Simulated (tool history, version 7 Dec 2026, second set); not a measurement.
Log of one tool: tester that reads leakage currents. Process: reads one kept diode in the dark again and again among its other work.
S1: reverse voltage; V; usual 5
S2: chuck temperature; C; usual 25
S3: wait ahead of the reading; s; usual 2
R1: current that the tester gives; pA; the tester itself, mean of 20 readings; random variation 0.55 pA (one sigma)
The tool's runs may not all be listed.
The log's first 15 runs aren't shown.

run	hour	S1	S2	S3	R1
16	2317.8	5	25	5.13	182.42
17	2555.7	5	25	5.13	182.39
18	2732.6	5	25	5.13	182.48
19	2892.4	5	25	5.13	182.94
20	3102.6	5	25	2	183.25
21	3219	3.65	23	0.45	131.45
22	3318.3	1.94	21	0.73	77.89
23	3557	5	23	0.82	155.37
24	3688.3	5	23	0.82	155.65
# hour 3775.9: tester calibrated
25	3853.3	2.65	40	1.93	417.38
26	4076.8	6.44	25	2	208.89
27	4274.5	1.15	23	5.93	67.94
# hour 4329.8: chuck's temperature calibrated
28	4385.6	1.28	22	1.18	66.64
29	4557.5	1.28	22	1.18	66.72
30	4668.7	15.93	25	2	351.57
31	4855.1	3.57	27	4.58	178.94
32	5092.3	5	34	0.35	377.26
33	5330.4	5	43	0.35	744.18
34	5479	5.55	43	0.35	792.14
35	5634.1	3.26	43	0.66	587.44
36	5735.5	7.56	33	0.94	438.81
37	5924.4	7.56	33	0.94	439.06
38	6097.4	5.24	57	0.75	2043.82
39	6247.2	2.52	30	6.43	187.69

Forecast each of these 3 alternatives for the next run:
# hour 6312.4: probe card cleaned and baked
A	6475.9	3.95	30	7.28	?
# hour 6312.4: probe card cleaned and baked
B	6475.9	11.74	30	0.32	?
# hour 6312.4: probe card cleaned and baked
C	6475.9	12.27	32	6.06	?

run	R1
A	240.8
B	447.35
C	527.32
Without the tool's hidden state the same runs would have given:
run	R1
A	241.44
B	448.51
C	528.7
